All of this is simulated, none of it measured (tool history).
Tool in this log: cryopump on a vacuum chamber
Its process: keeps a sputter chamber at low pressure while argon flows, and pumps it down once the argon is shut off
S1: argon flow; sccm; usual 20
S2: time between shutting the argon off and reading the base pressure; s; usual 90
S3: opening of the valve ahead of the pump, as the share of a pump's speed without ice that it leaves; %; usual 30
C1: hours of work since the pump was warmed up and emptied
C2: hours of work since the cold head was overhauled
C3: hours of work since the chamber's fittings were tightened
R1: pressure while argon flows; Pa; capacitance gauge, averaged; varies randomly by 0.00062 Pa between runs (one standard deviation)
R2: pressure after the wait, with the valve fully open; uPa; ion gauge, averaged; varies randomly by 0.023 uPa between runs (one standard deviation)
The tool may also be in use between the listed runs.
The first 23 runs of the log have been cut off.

run	hour	S1	S2	S3	C1	C2	C3	R1	R2
24	427.1	17	32	17	260	637	1047	0.1416	3.38
25	442.8	17	32	17	273	650	1060	0.143	3.36
26	461.2	10	58	25	288	665	1075	0.0586	2.75
27	477.1	22	52	32	301	678	1088	0.1029	2.94
28	494.7	22	52	32	315	692	1103	0.1042	2.93
29	514.9	19	90	30	332	709	1119	0.0954	2.6
30	538.5	23	260	57	351	728	1139	0.067	2.31
31	563.3	23	260	57	372	748	1159	0.0683	2.43
# hour 575.4: pump warmed up, emptied and cooled again
32	587.9	23	263	30	10	765	1175	0.1048	1.84
33	602.4	23	263	30	22	777	1187	0.1051	1.84
34	614	20	49	39	32	786	1196	0.0711	2.64

Branching from run 34: 3 alternative next runs. What would each branch give?
A	637.9	22	21	31	51	806	1216	?	?
B	637.9	20	49	57	51	806	1216	?	?
C	637.9	20	49	20	51	806	1216	?	?

run	R1	R2
A	0.0975	4.23
B	0.0499	2.65
C	0.1369	2.68
Stripped of hidden state, with their random variation kept, the same runs would have yielded:
run	R1	R2
A	0.0959	2.72
B	0.0484	1.22
C	0.1354	1.22
